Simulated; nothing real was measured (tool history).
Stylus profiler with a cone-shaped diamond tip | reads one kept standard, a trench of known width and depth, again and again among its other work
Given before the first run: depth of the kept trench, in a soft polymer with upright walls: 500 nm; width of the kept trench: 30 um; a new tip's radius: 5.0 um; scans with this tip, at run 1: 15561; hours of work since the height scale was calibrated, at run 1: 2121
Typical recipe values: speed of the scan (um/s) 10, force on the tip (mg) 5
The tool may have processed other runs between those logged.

run    hour  speed of the scan (um/s)  force on the tip (mg)  scans with this tip  hours of work since the height scale was calibrated  depth of the trench (Å)  width of the trench's floor (um)
  1       0                        10                      5                15561                                                 2121                     5121                             24.45
  2    84.6                        10                   6.66                15993                                                 2180                   5150.5                              24.4
  3   166.3                        10                   6.66                16410                                                 2237                   5149.2                              24.4
  4   261.1                         8                   6.66                16895                                                 2303                   5150.3                             24.37
  5   309.8                         8                   6.66                17143                                                 2337                   5149.8                             24.32
  6     368                         5                   6.66                17441                                                 2377                   5147.7                             24.37
  7   470.6                         5                   6.66                17965                                                 2449                   5148.8                             24.31
        508  -- height scale calibrated on a step standard
  8   558.3                        10                      5                18410                                                   35                   5135.4                             24.26
  9   654.1                        10                      5                18900                                                  102                   5133.2                             24.23
 10   762.2                        10                   8.08                19452                                                  177                     5189                              24.2
 11   830.2                        10                   8.08                19799                                                  224                     5184                              24.2
 12   912.3                         3                   8.08                20219                                                  282                   5182.8                             24.18
 13  1014.7                         2                      5                20742                                                  353                     5133                             24.18
 14  1098.8                         2                      5                21171                                                  411                   5131.6                             24.12
 15  1189.9                         2                      5                21637                                                  475                   5134.8                             24.07
 16  1256.1                         2                      5                21975                                                  521                   5130.9                             24.06
 17  1329.8                         2                   6.66                22351                                                  572                   5161.2                             24.05
 18  1378.7                         2                   6.66                22601                                                  606                   5160.1                             23.98
 19    1425                        10                   2.97                22838                                                  639                     5093                             23.96
 20  1525.6                        10                      5                23352                                                  709                   5130.7                             23.93
 21  1580.7                        10                      5                23633                                                  747                   5128.8                              23.9
 22  1630.7                        10                   2.64                23889                                                  782                   5084.5                              23.9
 23  1722.5                        10                   2.64                24358                                                  846                   5081.4                             23.91
 24  1768.7                        10                   2.64                24593                                                  878                   5083.1                             23.86
 25  1820.3                        10                   2.64                24857                                                  914                   5081.9                             23.88
 26  1893.5                        38                   2.64                25231                                                  965                     5080                              23.7
 27  1986.2                        38                   5.62                25705                                                 1029                   5141.6                             23.72
 28    2038                         5                   4.99                25969                                                 1065                   5127.7                             23.85
 29    2114                         5                   4.99                26358                                                 1118                   5126.4                             23.81
 30  2200.5                        13                    1.8                26800                                                 1179                   5059.4                              23.7
     2288.9  -- new tip fitted, height scale calibrated
 31  2305.2                        37                      5                   83                                                   11                   5132.4                             25.54
 32  2366.7                        37                      5                  397                                                   54                   5135.2                             25.47
 33  2468.2                        34                   8.69                  916                                                  125                   5196.6                             25.54
 34  2535.5                        32                   8.54                 1260                                                  172                   5195.9                             25.48
 35  2617.3                        32                   8.54                 1678                                                  229                   5193.1                             25.42
 36  2711.7                        32                   8.54                 2160                                                  294                   5190.6                              25.4
 37  2782.2                        32                   8.54                 2520                                                  344                   5189.6                              25.4
 38  2828.7                        25                   2.34                 2758                                                  376                   5077.6                              25.3
 39  2895.1                        13                  11.02                 3097                                                  422                   5228.4                             25.42
 40  2963.6                         9                    4.2                 3447                                                  470                   5115.7                             25.36
 41  3057.9                        13                      5                 3928                                                  535                   5132.3                             25.27
 42  3116.1                         2                   1.78                 4226                                                  576                   5063.6                             25.31
 43  3215.1                        10                   2.84                 4732                                                  645                   5084.7                              25.2
 44  3303.9                         7                   10.6                 5185                                                  707                   5217.2                             25.19
 45    3390                        33                      5                 5625                                                  767                   5129.9                              25.1
 46  3436.8                        33                      5                 5864                                                  799                   5131.3                             25.04
 47  3511.5                         5                   3.82                 6246                                                  851                   5105.3                             25.15

Predict each of these 3 candidate next runs independently; none follows another, all start after run 47:
  A  3589.6                        27                   6.35                 6644                                                  906                        ?                                 ?
  B  3589.6                         6                   2.39                 6644                                                  906                        ?                                 ?
  C  3589.6                         5                   2.03                 6644                                                  906                        ?                                 ?

run  depth of the trench (Å)  width of the trench's floor (um)
  A                   5151.3                             25.06
  B                   5074.4                             25.12
  C                   5067.7                             25.09
Had the tool no hidden state, the same runs would have come out as:
run  depth of the trench (Å)  width of the trench's floor (um)
  A                   5159.2                             25.57
  B                   5082.2                             25.64
  C                   5075.5                              25.6
